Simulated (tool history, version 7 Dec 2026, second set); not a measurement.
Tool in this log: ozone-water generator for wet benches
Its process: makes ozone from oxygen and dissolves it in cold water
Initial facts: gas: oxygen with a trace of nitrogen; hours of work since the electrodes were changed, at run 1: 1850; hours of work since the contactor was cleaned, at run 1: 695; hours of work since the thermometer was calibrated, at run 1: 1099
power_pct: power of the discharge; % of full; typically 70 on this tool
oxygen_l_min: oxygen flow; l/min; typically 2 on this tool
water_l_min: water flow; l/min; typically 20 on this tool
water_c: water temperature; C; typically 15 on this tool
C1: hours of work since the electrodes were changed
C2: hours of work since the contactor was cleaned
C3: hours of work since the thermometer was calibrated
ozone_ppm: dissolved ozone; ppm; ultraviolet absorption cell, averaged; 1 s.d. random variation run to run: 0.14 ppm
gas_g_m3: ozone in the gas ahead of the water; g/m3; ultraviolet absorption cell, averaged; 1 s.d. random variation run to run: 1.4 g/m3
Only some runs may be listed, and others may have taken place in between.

Run 1, hour 0: usual settings; C1 1850; C2 695; C3 1099. Result: ozone_ppm 16.2 ppm, gas_g_m3 270.4 g/m3.
Run 2, hour 75.9: usual settings; C1 1923; C2 767; C3 1171. Result: ozone_ppm 16 ppm, gas_g_m3 268.9 g/m3.
Run 3, hour 182.4: usual settings but water_l_min 19 l/min; C1 2024; C2 869; C3 1272. Result: ozone_ppm 16.8 ppm, gas_g_m3 269.2 g/m3.
Run 4, hour 289.5: usual settings but water_l_min 19 l/min; C1 2126; C2 971; C3 1374. Result: ozone_ppm 17.2 ppm, gas_g_m3 268.4 g/m3.
Run 5, hour 409.9: usual settings but water_l_min 19 l/min; C1 2241; C2 1085; C3 1489. Result: ozone_ppm 17.1 ppm, gas_g_m3 268.7 g/m3.
Run 6, hour 542.1: usual settings but water_l_min 19 l/min; C1 2366; C2 1211; C3 1615. Result: ozone_ppm 17.1 ppm, gas_g_m3 271.1 g/m3.
Run 7, hour 608.6: usual settings but water_l_min 19 l/min; C1 2430; C2 1274; C3 1678. Result: ozone_ppm 16.9 ppm, gas_g_m3 270.4 g/m3.
Run 8, hour 715.7: usual settings but water_l_min 19 l/min; C1 2532; C2 1376; C3 1780. Result: ozone_ppm 16.7 ppm, gas_g_m3 270.2 g/m3.
Run 9, hour 804.1: usual settings but water_l_min 24 l/min; C1 2616; C2 1460; C3 1864. Result: ozone_ppm 13.4 ppm, gas_g_m3 270.8 g/m3.
Run 10, hour 890.9: usual settings but water_l_min 24 l/min; C1 2699; C2 1543; C3 1947. Result: ozone_ppm 13.2 ppm, gas_g_m3 267.5 g/m3.
Run 11, hour 991: usual settings but water_l_min 24 l/min; C1 2794; C2 1638; C3 2042. Result: ozone_ppm 13.2 ppm, gas_g_m3 272.8 g/m3.
Run 12, hour 1112.6: usual settings but water_l_min 24 l/min; C1 2910; C2 1754; C3 2158. Result: ozone_ppm 13.4 ppm, gas_g_m3 271.8 g/m3.
Run 13, hour 1217: usual settings; C1 3009; C2 1853; C3 2257. Result: ozone_ppm 16.2 ppm, gas_g_m3 272 g/m3.
Run 14, hour 1282.4: usual settings; C1 3071; C2 1916; C3 2319. Result: ozone_ppm 16.1 ppm, gas_g_m3 270.3 g/m3.
Run 15, hour 1401.1: usual settings but oxygen_l_min 3.57 l/min; C1 3184; C2 2029; C3 2432. Result: ozone_ppm 16.5 ppm, gas_g_m3 182.2 g/m3.
Run 16, hour 1483.3: usual settings but water_l_min 24 l/min; C1 3262; C2 2107; C3 2511. Result: ozone_ppm 13.3 ppm, gas_g_m3 271.7 g/m3.
Run 17, hour 1614.5: usual settings but power_pct 76 % of full, oxygen_l_min 2.13 l/min, water_l_min 15 l/min, water_c 9 C; C1 3387; C2 2232; C3 2636. Result: ozone_ppm 24.3 ppm, gas_g_m3 280.2 g/m3.
Run 18, hour 1695.8: usual settings but power_pct 88 % of full, oxygen_l_min 2.13 l/min, water_l_min 15 l/min, water_c 18 C; C1 3465; C2 2309; C3 2713. Result: ozone_ppm 25.5 ppm, gas_g_m3 317.8 g/m3.
Run 19, hour 1756.5: usual settings but power_pct 68 % of full, water_c 12 C; C1 3523; C2 2367; C3 2771. Result: ozone_ppm 16.1 ppm, gas_g_m3 266.9 g/m3.
Run 20, hour 1855.3: usual settings but power_pct 77 % of full, water_c 16 C; C1 3617; C2 2461; C3 2865. Result: ozone_ppm 17.4 ppm, gas_g_m3 297.1 g/m3.
Run 21, hour 1930.2: usual settings but power_pct 58 % of full, water_l_min 12 l/min, water_c 16 C; C1 3688; C2 2532; C3 2936. Result: ozone_ppm 22.7 ppm, gas_g_m3 231.3 g/m3.
Run 22, hour 1986.3: usual settings but power_pct 78 % of full; C1 3741; C2 2586; C3 2990. Result: ozone_ppm 17.9 ppm, gas_g_m3 300.1 g/m3.
Run 23, hour 2084.4: usual settings but water_l_min 19 l/min, water_c 21 C; C1 3835; C2 2679; C3 3083. Result: ozone_ppm 16.4 ppm, gas_g_m3 272.6 g/m3.
Run 24, hour 2142.5: usual settings but oxygen_l_min 1.77 l/min, water_l_min 17 l/min, water_c 18 C; C1 3890; C2 2735; C3 3138. Result: ozone_ppm 18.4 ppm, gas_g_m3 298.9 g/m3.
Run 25, hour 2258.4: usual settings but power_pct 66 % of full, oxygen_l_min 1.77 l/min, water_l_min 17 l/min, water_c 18 C; C1 4000; C2 2845; C3 3249. Result: ozone_ppm 17.6 ppm, gas_g_m3 284.4 g/m3.
Run 26, hour 2391.5: usual settings but power_pct 66 % of full, oxygen_l_min 1.77 l/min, water_l_min 17 l/min, water_c 18 C; C1 4127; C2 2972; C3 3375. Result: ozone_ppm 17.7 ppm, gas_g_m3 285.4 g/m3.
Run 27, hour 2448.2: usual settings but power_pct 66 % of full, oxygen_l_min 1.77 l/min, water_l_min 15 l/min, water_c 10 C; C1 4181; C2 3026; C3 3429. Result: ozone_ppm 21.2 ppm, gas_g_m3 284.5 g/m3.
Run 28, hour 2574: usual settings but power_pct 66 % of full, oxygen_l_min 1.77 l/min, water_l_min 15 l/min, water_c 10 C; C1 4301; C2 3145; C3 3549. Result: ozone_ppm 21.7 ppm, gas_g_m3 284.5 g/m3.
At hour 2652.6: gauge calibrated.
Run 29, hour 2672.1: usual settings but water_c 18 C; C1 4394; C2 3239; C3 3643. Result: ozone_ppm 15.7 ppm, gas_g_m3 265.4 g/m3.
Run 30, hour 2767.4: usual settings but oxygen_l_min 1.06 l/min, water_l_min 22 l/min, water_c 18 C; C1 4485; C2 3329; C3 3733. Result: ozone_ppm 13.1 ppm, gas_g_m3 414.4 g/m3.
Run 31, hour 2901.8: usual settings but oxygen_l_min 1.26 l/min, water_l_min 23 l/min, water_c 18 C; C1 4613; C2 3457; C3 3861. Result: ozone_ppm 12.6 ppm, gas_g_m3 372.4 g/m3.

Below are 3 alternative next runs, each starting from the tool's condition after run 31. Predict each:
Run A, hour 2969.7: usual settings but oxygen_l_min 1.26 l/min, water_l_min 23 l/min, water_c 17 C; C1 4677; C2 3522; C3 3926. Result: ozone_ppm ?, gas_g_m3 ?.
Run B, hour 2969.7: usual settings but oxygen_l_min 2.32 l/min, water_l_min 14 l/min, water_c 18 C; C1 4677; C2 3522; C3 3926. Result: ozone_ppm ?, gas_g_m3 ?.
Run C, hour 2969.7: usual settings but oxygen_l_min 3.26 l/min; C1 4677; C2 3522; C3 3926. Result: ozone_ppm ?, gas_g_m3 ?.

run  ozone_ppm  gas_g_m3
  A       12.7     370.4
  B       22.5     243.1
  C       16.6     191.4
Without the tool's hidden state the same runs would have given:
run  ozone_ppm  gas_g_m3
  A       12.7     369.6
  B       22.5     242.6
  C       16.6       191

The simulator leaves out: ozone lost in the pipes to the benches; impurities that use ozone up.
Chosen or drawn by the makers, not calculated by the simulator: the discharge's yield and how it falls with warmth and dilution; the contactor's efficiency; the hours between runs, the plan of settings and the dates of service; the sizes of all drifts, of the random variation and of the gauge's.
